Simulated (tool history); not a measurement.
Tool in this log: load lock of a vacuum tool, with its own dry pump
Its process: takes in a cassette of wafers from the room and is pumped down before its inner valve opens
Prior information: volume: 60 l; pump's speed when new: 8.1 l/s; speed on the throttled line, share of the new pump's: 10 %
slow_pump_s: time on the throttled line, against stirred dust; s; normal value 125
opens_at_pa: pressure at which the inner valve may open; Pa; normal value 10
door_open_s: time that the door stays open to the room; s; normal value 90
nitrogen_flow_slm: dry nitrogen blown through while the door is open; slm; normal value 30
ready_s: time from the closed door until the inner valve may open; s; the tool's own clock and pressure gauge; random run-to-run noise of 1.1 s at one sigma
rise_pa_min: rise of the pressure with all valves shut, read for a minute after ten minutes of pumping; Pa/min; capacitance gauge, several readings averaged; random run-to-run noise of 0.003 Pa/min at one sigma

run,day,slow_pump_s,opens_at_pa,door_open_s,nitrogen_flow_slm,"incoming humidity of the room's air, %",ready_s,rise_pa_min
1,0.000,125,10,90,30,47.4,194.2,0.088
2,8.804,125,10,90,30,47.0,190.9,0.093
3,22.804,125,10,90,32,44.9,190.9,0.090
4,31.508,100,10,90,30,44.3,168.1,0.103
5,45.096,125,10,90,30,45.6,193.5,0.106
6,50.938,125,10,90,30,45.8,191.7,0.105
7,58.725,125,10,90,30,45.9,192.7,0.114
8,72.488,125,10,90,30,42.7,191.4,0.116
9,84.133,125,10,90,30,47.8,192.5,0.126
10,91.942,125,10,90,30,50.0,192.8,0.130
11,105.825,125,10,90,30,44.6,194.2,0.130
12,119.046,132,10,90,30,44.4,199.8,0.143
13,131.088,132,10,90,30,48.2,197.6,0.144
14,140.117,175,10,90,14,42.1,236.1,0.164
15,152.362,231,10,90,30,42.0,288.3,0.160
16,159.275,125,10,27,11,44.9,195.0,0.170
17,171.529,76,20,222,9,45.7,146.5,0.203
18,184.450,149,16,101,29,45.0,214.2,0.182
19,195.792,110,10,90,30,49.8,182.6,0.191
20,209.192,110,10,90,30,49.2,186.8,0.203
21,216.529,110,10,90,30,45.7,186.1,0.202
22,226.238,114,18,29,14,43.6,184.6,0.207
23,235.433,114,20,85,14,41.5,183.2,0.222
24,243.583,114,20,85,14,45.1,181.1,0.230
25,250.971,161,20,85,14,43.8,224.6,0.236

Each row is a separate what-if for the run after 25, all from the same tool condition, not one after another. Results?
A,257.188,75,20,76,14,45.3,?,?
B,257.188,125,10,90,22,47.5,?,?
C,257.188,125,15,90,30,46.3,?,?

run,ready_s,rise_pa_min
A,149.7,0.243
B,200.9,0.235
C,196.4,0.228
Take away the tool's hidden state, keep each run's random variation, and the runs would have read:
run,ready_s,rise_pa_min
A,132.1,0.028
B,183.0,0.019
C,179.5,0.014
